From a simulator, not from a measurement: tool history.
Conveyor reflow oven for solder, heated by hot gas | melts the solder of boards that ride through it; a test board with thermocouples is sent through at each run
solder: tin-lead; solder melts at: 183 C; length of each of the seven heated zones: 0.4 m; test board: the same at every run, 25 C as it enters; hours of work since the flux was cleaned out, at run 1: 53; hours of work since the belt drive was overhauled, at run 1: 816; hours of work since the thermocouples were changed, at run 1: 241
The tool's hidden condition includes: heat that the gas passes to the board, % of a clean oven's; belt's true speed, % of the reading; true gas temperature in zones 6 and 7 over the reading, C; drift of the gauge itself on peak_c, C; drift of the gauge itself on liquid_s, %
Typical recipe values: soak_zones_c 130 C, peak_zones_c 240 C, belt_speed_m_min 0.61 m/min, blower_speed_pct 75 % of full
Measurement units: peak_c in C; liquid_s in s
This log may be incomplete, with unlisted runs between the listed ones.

run,hour,soak_zones_c,peak_zones_c,belt_speed_m_min,blower_speed_pct,hours of work since the flux was cleaned out,hours of work since the belt drive was overhauled,hours of work since the thermocouples were changed,peak_c,liquid_s
1,0,130,240,0.61,75,53,816,241,220.7,57.8
# hour 15.8: belt drive overhauled, speed set with a stopwatch
2,38.8,130,240,0.61,75,79,17,267,220.6,58.2
3,57.9,130,240,0.61,75,93,31,281,220.9,58.4
4,81.3,130,240,0.61,75,110,49,299,220.8,58.5
5,99.9,130,240,0.61,75,124,63,312,220.6,58.6
6,136.9,129,240,0.61,75,152,90,340,220.2,57.6
7,167.7,130,238,0.61,75,175,113,363,218.9,56.9
8,186.9,130,238,0.61,68,189,127,377,217,56
9,209.1,130,238,0.61,68,205,144,394,217.4,55.2
10,238.3,130,238,0.61,68,227,165,415,217.5,55.3
11,259.1,140,249,0.552,53,243,181,431,228,73.7
# hour 275: flux residue cleaned out of gas plates and filters
12,284.4,140,249,0.552,53,7,196,446,228.2,74
13,303.4,118,230,0.564,59,21,210,460,209.1,48
14,332.4,126,230,0.553,58,43,232,482,210.6,53.6
15,361.1,126,230,0.553,58,64,253,503,211,53.8
16,385.1,126,230,0.561,58,82,271,521,210.9,52.5
17,421.7,126,230,0.561,58,109,298,548,209.9,52.5
18,447.2,126,244,0.497,84,128,317,567,232,80

Forecast each of these 5 alternatives for the next run:
A,463.6,116,249,0.598,84,140,329,579,?,?
B,463.6,123,240,0.61,54,140,329,579,?,?
C,463.6,117,240,0.646,50,140,329,579,?,?
D,463.6,134,240,0.61,75,140,329,579,?,?
E,463.6,130,229,0.61,75,140,329,579,?,?

run,peak_c,liquid_s
A,228.4,61.5
B,213.5,49.2
C,207.6,38.5
D,221.2,60.4
E,210.8,50.9
Without the tool's unlogged condition, the same runs would have read:
run,peak_c,liquid_s
A,228.4,61.5
B,213.5,49.3
C,207.6,38.5
D,221.3,60.5
E,210.8,50.9
